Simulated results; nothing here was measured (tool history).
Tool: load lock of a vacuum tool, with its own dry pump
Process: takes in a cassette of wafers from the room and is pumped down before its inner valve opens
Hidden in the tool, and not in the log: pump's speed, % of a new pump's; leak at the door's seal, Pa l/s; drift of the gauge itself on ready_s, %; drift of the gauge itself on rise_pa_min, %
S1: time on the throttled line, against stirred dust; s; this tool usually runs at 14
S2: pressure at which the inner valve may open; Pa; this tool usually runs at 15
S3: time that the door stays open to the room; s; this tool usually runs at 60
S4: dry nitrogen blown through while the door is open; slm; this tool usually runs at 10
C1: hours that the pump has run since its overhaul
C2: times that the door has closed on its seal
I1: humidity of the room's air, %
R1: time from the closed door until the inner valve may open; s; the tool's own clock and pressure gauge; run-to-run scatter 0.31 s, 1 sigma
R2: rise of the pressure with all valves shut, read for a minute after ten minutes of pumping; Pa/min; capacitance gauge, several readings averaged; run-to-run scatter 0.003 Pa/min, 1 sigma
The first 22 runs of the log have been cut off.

run 23 hour=1940.6 | S1=20 S2=15 S3=60 S4=10 | C1=4434 C2=21579 | I1=44.4 | R1=27.2 R2=0.222
run 24 hour=2063.8 | S1=20 S2=15 S3=60 S4=10 | C1=4557 C2=22099 | I1=47.7 | R1=27.8 R2=0.232
run 25 hour=2124.7 | S1=20 S2=15 S3=60 S4=10 | C1=4618 C2=22355 | I1=44.6 | R1=27.7 R2=0.23
run 26 hour=2199.4 | S1=22 S2=25 S3=60 S4=10 | C1=4692 C2=22671 | I1=44.1 | R1=28.1 R2=0.235
run 27 hour=2276.7 | S1=9 S2=25 S3=60 S4=10 | C1=4770 C2=22997 | I1=42.7 | R1=18.2 R2=0.233
run 28 hour=2339.5 | S1=13 S2=25 S3=47 S4=10 | C1=4833 C2=23262 | I1=43.3 | R1=21.2 R2=0.233
run 29 hour=2462.8 | S1=13 S2=25 S3=47 S4=10 | C1=4956 C2=23782 | I1=45.2 | R1=21.4 R2=0.243
run 30 hour=2568.4 | S1=14 S2=15 S3=60 S4=8 | C1=5062 C2=24227 | I1=44.8 | R1=23.6 R2=0.268
run 31 hour=2668.4 | S1=8 S2=15 S3=238 S4=7 | C1=5162 C2=24649 | I1=43.8 | R1=18.6 R2=0.316
run 32 hour=2789.4 | S1=14 S2=13 S3=67 S4=10 | C1=5282 C2=25159 | I1=44.5 | R1=23.1 R2=0.268
run 33 hour=2864.2 | S1=9 S2=23 S3=67 S4=24 | C1=5357 C2=25475 | I1=43.3 | R1=18.8 R2=0.258
run 34 hour=2927.5 | S1=9 S2=23 S3=67 S4=24 | C1=5421 C2=25742 | I1=45.6 | R1=19.4 R2=0.261
run 35 hour=3054 | S1=9 S2=23 S3=67 S4=24 | C1=5547 C2=26276 | I1=45.7 | R1=18.8 R2=0.271
run 36 hour=3138.1 | S1=14 S2=15 S3=156 S4=10 | C1=5631 C2=26631 | I1=43.4 | R1=23.2 R2=0.308
run 37 hour=3205 | S1=23 S2=15 S3=80 S4=10 | C1=5698 C2=26913 | I1=46.3 | R1=30.3 R2=0.298

Each row is a separate what-if for the run after 37, all from the same tool condition, not one after another. Results?
run A hour=3299.4 | S1=23 S2=29 S3=80 S4=10 | C1=5793 C2=27311 | I1=46.9 | R1=? R2=?
run B hour=3299.4 | S1=15 S2=19 S3=33 S4=10 | C1=5793 C2=27311 | I1=46.8 | R1=? R2=?
run C hour=3299.4 | S1=9 S2=25 S3=80 S4=35 | C1=5793 C2=27311 | I1=49.5 | R1=? R2=?
run D hour=3299.4 | S1=23 S2=15 S3=153 S4=11 | C1=5793 C2=27311 | I1=44.8 | R1=? R2=?

run=A R1=28.8 R2=0.301
run=B R1=23.9 R2=0.285
run=C R1=18.5 R2=0.276
run=D R1=29.7 R2=0.318
Take away the tool's hidden state, keep each run's random variation, and the runs would have read:
run=A R1=28.4 R2=0.055
run=B R1=23.3 R2=0.038
run=C R1=17.8 R2=0.026
run=D R1=29.2 R2=0.069
